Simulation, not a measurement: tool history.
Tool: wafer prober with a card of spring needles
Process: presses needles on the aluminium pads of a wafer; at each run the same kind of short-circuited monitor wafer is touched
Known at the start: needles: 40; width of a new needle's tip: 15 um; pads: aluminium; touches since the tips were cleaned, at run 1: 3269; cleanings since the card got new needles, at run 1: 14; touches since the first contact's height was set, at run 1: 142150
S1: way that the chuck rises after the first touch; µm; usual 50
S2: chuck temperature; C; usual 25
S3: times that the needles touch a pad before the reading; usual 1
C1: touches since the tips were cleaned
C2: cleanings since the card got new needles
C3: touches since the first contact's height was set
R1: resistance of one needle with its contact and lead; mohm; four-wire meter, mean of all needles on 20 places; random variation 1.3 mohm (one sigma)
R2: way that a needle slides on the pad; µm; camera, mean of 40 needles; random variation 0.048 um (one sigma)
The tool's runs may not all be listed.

{"run": 1, "day": 0.0, "S1": 50, "S2": 25, "S3": 1, "C1": 3269, "C2": 14, "C3": 142150, "R1": 183, "R2": 6.91}
{"day": 0.65, "done": "tips cleaned on abrasive film"}
{"run": 2, "day": 0.65, "S1": 50, "S2": 25, "S3": 1, "C1": 0, "C2": 15, "C3": 148080, "R1": 116, "R2": 6.89}
{"day": 1.625, "done": "tips cleaned on abrasive film"}
{"run": 3, "day": 1.658, "S1": 50, "S2": 25, "S3": 1, "C1": 304, "C2": 16, "C3": 157338, "R1": 123, "R2": 6.94}
{"day": 2.633, "done": "tips cleaned on abrasive film"}
{"run": 4, "day": 2.7, "S1": 50, "S2": 25, "S3": 1, "C1": 615, "C2": 17, "C3": 166861, "R1": 134, "R2": 6.8}
{"run": 5, "day": 3.292, "S1": 50, "S2": 25, "S3": 1, "C1": 6059, "C2": 17, "C3": 172305, "R1": 193, "R2": 6.89}
{"day": 3.667, "done": "tips cleaned on abrasive film"}
{"run": 6, "day": 4.446, "S1": 50, "S2": 25, "S3": 1, "C1": 7154, "C2": 18, "C3": 182884, "R1": 190, "R2": 6.85}
{"day": 4.712, "done": "tips cleaned on abrasive film"}
{"run": 7, "day": 5.158, "S1": 50, "S2": 25, "S3": 1, "C1": 4069, "C2": 19, "C3": 189376, "R1": 186, "R2": 6.87}
{"day": 5.696, "done": "tips cleaned on abrasive film"}
{"run": 8, "day": 5.958, "S1": 41, "S2": 118, "S3": 3, "C1": 2404, "C2": 20, "C3": 196711, "R1": 151, "R2": 5.56}
{"run": 9, "day": 6.571, "S1": 41, "S2": 89, "S3": 2, "C1": 8045, "C2": 20, "C3": 202352, "R1": 186, "R2": 5.55}
{"day": 6.675, "done": "tips cleaned on abrasive film"}
{"day": 6.688, "done": "height of the first contact set anew"}
{"run": 10, "day": 7.071, "S1": 41, "S2": 89, "S3": 2, "C1": 3542, "C2": 21, "C3": 3542, "R1": 172, "R2": 5.86}
{"day": 7.675, "done": "tips cleaned on abrasive film"}
{"run": 11, "day": 8.054, "S1": 69, "S2": 87, "S3": 1, "C1": 3483, "C2": 22, "C3": 12541, "R1": 154, "R2": 9.76}
{"day": 8.662, "done": "tips cleaned on abrasive film"}
{"run": 12, "day": 9.021, "S1": 50, "S2": 25, "S3": 2, "C1": 3314, "C2": 23, "C3": 21384, "R1": 149, "R2": 7.08}
{"run": 13, "day": 9.558, "S1": 50, "S2": 25, "S3": 2, "C1": 8261, "C2": 23, "C3": 26331, "R1": 159, "R2": 7.1}
{"day": 9.638, "done": "tips cleaned on abrasive film"}
{"run": 14, "day": 10.129, "S1": 69, "S2": 86, "S3": 3, "C1": 4540, "C2": 24, "C3": 31536, "R1": 127, "R2": 9.69}

Forecast each of these 3 alternatives for the next run:
{"day": 10.671, "done": "tips cleaned on abrasive film"}
{"run": "A", "day": 10.858, "S1": 50, "S2": 25, "S3": 1, "C1": 1738, "C2": 25, "C3": 38204, "R1": "?", "R2": "?"}
{"day": 10.671, "done": "tips cleaned on abrasive film"}
{"run": "B", "day": 10.858, "S1": 50, "S2": 25, "S3": 2, "C1": 1738, "C2": 25, "C3": 38204, "R1": "?", "R2": "?"}
{"day": 10.671, "done": "tips cleaned on abrasive film"}
{"run": "C", "day": 10.858, "S1": 62, "S2": 86, "S3": 3, "C1": 1738, "C2": 25, "C3": 38204, "R1": "?", "R2": "?"}

run=A R1=162 R2=6.95
run=B R1=143 R2=6.95
run=C R1=123 R2=8.77
Without the tool's hidden state the same runs would have given:
run=A R1=105 R2=7.01
run=B R1=108 R2=7
run=C R1=110 R2=8.82
